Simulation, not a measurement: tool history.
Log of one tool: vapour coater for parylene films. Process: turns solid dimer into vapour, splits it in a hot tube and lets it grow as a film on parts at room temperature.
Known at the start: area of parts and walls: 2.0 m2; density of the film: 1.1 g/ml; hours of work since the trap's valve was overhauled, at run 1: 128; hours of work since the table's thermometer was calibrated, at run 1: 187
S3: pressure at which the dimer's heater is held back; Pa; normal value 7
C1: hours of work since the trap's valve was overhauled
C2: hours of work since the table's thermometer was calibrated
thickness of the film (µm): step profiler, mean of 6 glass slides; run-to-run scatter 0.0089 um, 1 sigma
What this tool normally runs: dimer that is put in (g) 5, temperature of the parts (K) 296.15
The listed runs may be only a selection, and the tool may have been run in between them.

{"run": 1, "hour": 0.0, "dimer that is put in (g)": 5, "temperature of the parts (K)": 296.15, "S3": 7, "C1": 128, "C2": 187, "thickness of the film (µm)": 1.453}
{"run": 2, "hour": 7.5, "dimer that is put in (g)": 5, "temperature of the parts (K)": 296.15, "S3": 7, "C1": 131, "C2": 191, "thickness of the film (µm)": 1.46}
{"run": 3, "hour": 18.9, "dimer that is put in (g)": 5, "temperature of the parts (K)": 296.15, "S3": 7, "C1": 136, "C2": 196, "thickness of the film (µm)": 1.459}
{"run": 4, "hour": 32.6, "dimer that is put in (g)": 5, "temperature of the parts (K)": 296.15, "S3": 7, "C1": 142, "C2": 202, "thickness of the film (µm)": 1.458}
{"run": 5, "hour": 45.2, "dimer that is put in (g)": 5, "temperature of the parts (K)": 296.15, "S3": 7, "C1": 148, "C2": 207, "thickness of the film (µm)": 1.461}
{"run": 6, "hour": 52.8, "dimer that is put in (g)": 5, "temperature of the parts (K)": 296.15, "S3": 7, "C1": 151, "C2": 211, "thickness of the film (µm)": 1.462}
{"run": 7, "hour": 68.6, "dimer that is put in (g)": 5, "temperature of the parts (K)": 296.15, "S3": 7, "C1": 158, "C2": 218, "thickness of the film (µm)": 1.454}
{"run": 8, "hour": 77.8, "dimer that is put in (g)": 5, "temperature of the parts (K)": 296.15, "S3": 7, "C1": 162, "C2": 222, "thickness of the film (µm)": 1.451}
{"run": 9, "hour": 94.0, "dimer that is put in (g)": 5, "temperature of the parts (K)": 296.15, "S3": 7, "C1": 169, "C2": 229, "thickness of the film (µm)": 1.462}
{"run": 10, "hour": 109.5, "dimer that is put in (g)": 5, "temperature of the parts (K)": 296.15, "S3": 7, "C1": 176, "C2": 236, "thickness of the film (µm)": 1.454}
{"run": 11, "hour": 124.1, "dimer that is put in (g)": 5, "temperature of the parts (K)": 296.15, "S3": 7, "C1": 183, "C2": 242, "thickness of the film (µm)": 1.457}
{"run": 12, "hour": 137.7, "dimer that is put in (g)": 5, "temperature of the parts (K)": 296.15, "S3": 7, "C1": 189, "C2": 248, "thickness of the film (µm)": 1.47}

What does the tool deliver on the next run?
{"run": 13, "hour": 150.8, "dimer that is put in (g)": 6, "temperature of the parts (K)": 308.15, "S3": 3.7, "C1": 194, "C2": 254, "thickness of the film (µm)": "?"}

{"run 13": {"thickness of the film (µm)": 1.434}}
Were there no unlogged condition in the tool, this run, its random variation unchanged, would have produced thickness of the film (µm) 1.436.

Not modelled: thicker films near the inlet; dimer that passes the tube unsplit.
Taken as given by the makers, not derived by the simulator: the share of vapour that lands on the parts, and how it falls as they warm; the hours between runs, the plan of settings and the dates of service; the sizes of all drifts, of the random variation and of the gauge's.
